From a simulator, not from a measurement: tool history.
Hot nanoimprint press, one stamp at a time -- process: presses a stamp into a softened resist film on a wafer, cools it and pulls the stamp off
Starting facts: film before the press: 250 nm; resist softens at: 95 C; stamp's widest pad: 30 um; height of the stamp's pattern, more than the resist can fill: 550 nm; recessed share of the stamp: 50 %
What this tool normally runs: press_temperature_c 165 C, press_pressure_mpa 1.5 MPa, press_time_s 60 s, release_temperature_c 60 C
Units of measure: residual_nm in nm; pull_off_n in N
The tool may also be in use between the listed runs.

Run 1, hour 0: usual settings. Result: residual_nm 98.9 nm, pull_off_n 245 N.
Run 2, hour 7.6: usual settings but press_pressure_mpa 1.09 MPa. Result: residual_nm 114.7 nm, pull_off_n 244 N.
Run 3, hour 22.9: usual settings but press_pressure_mpa 1.09 MPa. Result: residual_nm 117.6 nm, pull_off_n 257 N.
Run 4, hour 38.3: usual settings but press_pressure_mpa 1.09 MPa. Result: residual_nm 115.3 nm, pull_off_n 258 N.
Run 5, hour 53.3: usual settings but press_pressure_mpa 1.09 MPa. Result: residual_nm 116 nm, pull_off_n 254 N.
Run 6, hour 62.5: usual settings but press_temperature_c 176 C. Result: residual_nm 69.8 nm, pull_off_n 265 N.
Run 7, hour 69.1: usual settings but press_temperature_c 176 C. Result: residual_nm 69.5 nm, pull_off_n 252 N.
Run 8, hour 79.1: usual settings but press_temperature_c 176 C. Result: residual_nm 69.5 nm, pull_off_n 256 N.
Run 9, hour 89.6: usual settings but press_temperature_c 176 C. Result: residual_nm 68.4 nm, pull_off_n 264 N.
Run 10, hour 102.2: usual settings but press_temperature_c 176 C. Result: residual_nm 70.6 nm, pull_off_n 264 N.
Run 11, hour 109.1: usual settings but press_temperature_c 176 C. Result: residual_nm 70.6 nm, pull_off_n 271 N.
Run 12, hour 117.3: usual settings but press_temperature_c 176 C. Result: residual_nm 70.8 nm, pull_off_n 269 N.
Run 13, hour 123.7: usual settings but press_temperature_c 175 C. Result: residual_nm 71.4 nm, pull_off_n 267 N.
Run 14, hour 135.4: usual settings but press_time_s 62 s. Result: residual_nm 99.8 nm, pull_off_n 268 N.
Run 15, hour 142.5: usual settings but release_temperature_c 50 C. Result: residual_nm 100.4 nm, pull_off_n 336 N.
Run 16, hour 150: usual settings but press_temperature_c 162 C, press_pressure_mpa 2.26 MPa. Result: residual_nm 92.3 nm, pull_off_n 274 N.
Run 17, hour 161.4: usual settings but press_time_s 31 s. Result: residual_nm 128.6 nm, pull_off_n 272 N.
Run 18, hour 168.9: usual settings but press_time_s 31 s. Result: residual_nm 128.2 nm, pull_off_n 280 N.
At hour 172.6: plate thermocouple calibrated.
Run 19, hour 180: usual settings but press_temperature_c 172 C, press_time_s 65 s. Result: residual_nm 80.2 nm, pull_off_n 285 N.
Run 20, hour 192: usual settings but press_time_s 76 s, release_temperature_c 49 C. Result: residual_nm 95.6 nm, pull_off_n 350 N.
Run 21, hour 198.6: usual settings but press_temperature_c 169 C, press_pressure_mpa 0.95 MPa, press_time_s 92 s, release_temperature_c 49 C. Result: residual_nm 95.7 nm, pull_off_n 345 N.
At hour 212.6: plate thermocouple calibrated, once more.
Run 22, hour 212.6: usual settings but press_pressure_mpa 1.77 MPa, release_temperature_c 65 C. Result: residual_nm 87 nm, pull_off_n 242 N.
Run 23, hour 226.7: usual settings but press_time_s 31 s. Result: residual_nm 121.6 nm, pull_off_n 269 N.
Run 24, hour 237.1: usual settings but press_temperature_c 163 C, press_pressure_mpa 1.84 MPa, press_time_s 47 s, release_temperature_c 47 C. Result: residual_nm 100.8 nm, pull_off_n 368 N.
Run 25, hour 246.9: usual settings but press_temperature_c 172 C, press_pressure_mpa 1.04 MPa, press_time_s 68 s, release_temperature_c 62 C. Result: residual_nm 86.8 nm, pull_off_n 268 N.
Run 26, hour 261.2: usual settings but press_temperature_c 172 C, press_pressure_mpa 1.04 MPa, press_time_s 68 s, release_temperature_c 62 C. Result: residual_nm 86.2 nm, pull_off_n 266 N.
Run 27, hour 270.5: usual settings but press_temperature_c 172 C, press_pressure_mpa 1.46 MPa, press_time_s 83 s, release_temperature_c 52 C. Result: residual_nm 66.8 nm, pull_off_n 335 N.
Run 28, hour 283.7: usual settings but press_temperature_c 158 C, release_temperature_c 58 C. Result: residual_nm 121.1 nm, pull_off_n 295 N.
Run 29, hour 293.9: usual settings but press_time_s 57 s, release_temperature_c 50 C. Result: residual_nm 95.8 nm, pull_off_n 355 N.
Run 30, hour 300.7: usual settings. Result: residual_nm 94.8 nm, pull_off_n 280 N.

Some steps in residual_nm, run to run, broken into two amounts with sign: the step expected even without the hidden condition (settings, incoming material, random variation), and the rest, left for the hidden condition together with whatever gauge scatter is not in both the measured and the hidden-condition-free result:
Hidden state at play: true temperature over the reading, C; pressure that arrives at the usual setting, %; grip of the stamp's worn release coat, % over a new coat's; drift of the gauge itself on residual_nm, %; drift of the gauge itself on pull_off_n, %.
Run 5 -> 6: press_temperature_c 165 -> 176, press_pressure_mpa 1.09 -> 1.5. residual_nm -46.2 nm: hidden state -2.3, all else -43.9.
Run 13 -> 14: press_temperature_c 175 -> 165, press_time_s 60 -> 62. residual_nm +28.4 nm: hidden state +2, all else +26.4.
Run 18 -> 19: press_temperature_c 165 -> 172, press_time_s 31 -> 65, plate thermocouple calibrated. residual_nm -48 nm: hidden state +0.3, all else -48.3.
Run 21 -> 22: press_temperature_c 169 -> 165, press_pressure_mpa 0.95 -> 1.77, press_time_s 92 -> 60, release_temperature_c 49 -> 65, plate thermocouple calibrated, once more. residual_nm -8.7 nm: hidden state -8.7, all else +0.
Run 27 -> 28: press_temperature_c 172 -> 158, press_pressure_mpa 1.46 -> 1.5, press_time_s 83 -> 60, release_temperature_c 52 -> 58. residual_nm +54.3 nm: hidden state +0.2, all else +54.1.
